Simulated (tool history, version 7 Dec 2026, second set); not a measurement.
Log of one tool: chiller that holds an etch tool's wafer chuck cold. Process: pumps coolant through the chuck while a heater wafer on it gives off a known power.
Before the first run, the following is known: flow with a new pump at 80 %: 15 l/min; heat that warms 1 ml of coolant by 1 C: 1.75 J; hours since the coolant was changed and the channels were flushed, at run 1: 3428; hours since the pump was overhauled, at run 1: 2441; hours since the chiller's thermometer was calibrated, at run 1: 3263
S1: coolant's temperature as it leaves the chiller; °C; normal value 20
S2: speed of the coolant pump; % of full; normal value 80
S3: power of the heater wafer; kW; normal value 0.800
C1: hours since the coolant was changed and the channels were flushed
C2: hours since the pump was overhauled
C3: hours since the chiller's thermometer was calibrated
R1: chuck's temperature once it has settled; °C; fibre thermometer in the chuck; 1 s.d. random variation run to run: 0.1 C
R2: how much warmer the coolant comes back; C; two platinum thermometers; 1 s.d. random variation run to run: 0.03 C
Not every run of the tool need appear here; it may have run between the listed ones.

Run 1, hour 0.0: usual settings; C1 3428; C2 2441; C3 3263. Result: R1 25.0 °C, R2 1.85 C.
Run 2, hour 91.5: usual settings; C1 3519; C2 2532; C3 3355. Result: R1 24.9 °C, R2 1.77 C.
Run 3, hour 142.4: usual settings; C1 3570; C2 2583; C3 3406. Result: R1 24.9 °C, R2 1.75 C.
Run 4, hour 194.7: usual settings but S2 86 % of full; C1 3623; C2 2635; C3 3458. Result: R1 24.7 °C, R2 1.65 C.
Run 5, hour 284.8: usual settings but S2 86 % of full; C1 3713; C2 2726; C3 3548. Result: R1 24.7 °C, R2 1.63 C.
Run 6, hour 402.1: usual settings but S2 86 % of full; C1 3830; C2 2843; C3 3665. Result: R1 24.8 °C, R2 1.61 C.
Run 7, hour 505.5: usual settings but S1 27 °C; C1 3933; C2 2946; C3 3769. Result: R1 31.8 °C, R2 1.72 C.
Run 8, hour 582.3: usual settings but S1 27 °C; C1 4010; C2 3023; C3 3846. Result: R1 31.9 °C, R2 1.67 C.
Run 9, hour 687.8: usual settings but S1 27 °C; C1 4116; C2 3128; C3 3951. Result: R1 31.7 °C, R2 1.67 C.
Run 10, hour 806.2: usual settings but S1 27 °C; C1 4234; C2 3247; C3 4070. Result: R1 32.0 °C, R2 1.60 C.
Run 11, hour 859.3: usual settings; C1 4287; C2 3300; C3 4123. Result: R1 24.9 °C, R2 1.66 C.
Run 12, hour 933.2: usual settings; C1 4361; C2 3374; C3 4197. Result: R1 25.0 °C, R2 1.57 C.
Run 13, hour 1044.8: usual settings; C1 4473; C2 3485; C3 4308. Result: R1 25.0 °C, R2 1.50 C.
Run 14, hour 1104.5: usual settings; C1 4532; C2 3545; C3 4368. Result: R1 24.8 °C, R2 1.54 C.
At hour 1159.8: chiller's thermometer calibrated.
Run 15, hour 1192.4: usual settings but S2 71 % of full; C1 4619; C2 3632; C3 33. Result: R1 25.4 °C, R2 1.80 C.
Run 16, hour 1279.3: usual settings but S2 71 % of full; C1 4706; C2 3719; C3 120. Result: R1 25.4 °C, R2 1.77 C.
Run 17, hour 1337.8: usual settings but S2 71 % of full; C1 4765; C2 3777; C3 178. Result: R1 25.3 °C, R2 1.69 C.
Run 18, hour 1392.6: usual settings but S2 71 % of full; C1 4820; C2 3832; C3 233. Result: R1 25.2 °C, R2 1.70 C.
Run 19, hour 1476.8: usual settings but S2 71 % of full; C1 4904; C2 3917; C3 317. Result: R1 25.5 °C, R2 1.67 C.
Run 20, hour 1534.9: usual settings but S1 13 °C, S2 74 % of full; C1 4962; C2 3975; C3 375. Result: R1 18.4 °C, R2 1.56 C.
At hour 1585.0: gauge calibrated.
Run 21, hour 1599.0: usual settings but S1 26 °C, S2 75 % of full, S3 0.967 kW; C1 5026; C2 4039; C3 439. Result: R1 32.3 °C, R2 2.36 C.
Run 22, hour 1654.5: usual settings but S1 16 °C, S3 0.985 kW; C1 5081; C2 4094; C3 495. Result: R1 21.9 °C, R2 2.21 C.
Run 23, hour 1777.9: usual settings but S1 11 °C, S2 62 % of full; C1 5205; C2 4218; C3 618. Result: R1 17.0 °C, R2 2.32 C.
Run 24, hour 1861.2: usual settings but S1 11 °C, S2 62 % of full; C1 5288; C2 4301; C3 701. Result: R1 17.0 °C, R2 2.26 C.
Run 25, hour 1951.5: usual settings but S1 11 °C, S2 62 % of full; C1 5378; C2 4391; C3 792. Result: R1 17.0 °C, R2 2.27 C.
Run 26, hour 2035.2: usual settings but S1 22 °C, S2 67 % of full, S3 1.038 kW; C1 5462; C2 4475; C3 875. Result: R1 29.5 °C, R2 2.73 C.
Run 27, hour 2112.3: usual settings but S1 28 °C, S2 85 % of full, S3 0.502 kW; C1 5539; C2 4552; C3 952. Result: R1 30.9 °C, R2 0.92 C.
Run 28, hour 2218.7: usual settings but S1 28 °C, S2 85 % of full, S3 0.502 kW; C1 5646; C2 4658; C3 1059. Result: R1 31.1 °C, R2 0.92 C.
Run 29, hour 2314.5: usual settings but S2 71 % of full, S3 0.684 kW; C1 5741; C2 4754; C3 1155. Result: R1 24.8 °C, R2 1.53 C.
Run 30, hour 2435.0: usual settings but S2 71 % of full, S3 0.684 kW; C1 5862; C2 4875; C3 1275. Result: R1 24.6 °C, R2 1.54 C.

Run 31 comes next. What will it give?
Run 31, hour 2485.1: usual settings but S1 13 °C, S2 77 % of full; C1 5912; C2 4925; C3 1325. Result: R1 ?, R2 ?.

Run 31 yielded R1 18.2 °C, R2 1.63 C.
Minus the tool's unlogged condition, the same run would have read R1 18.1 °C, R2 1.86 C.

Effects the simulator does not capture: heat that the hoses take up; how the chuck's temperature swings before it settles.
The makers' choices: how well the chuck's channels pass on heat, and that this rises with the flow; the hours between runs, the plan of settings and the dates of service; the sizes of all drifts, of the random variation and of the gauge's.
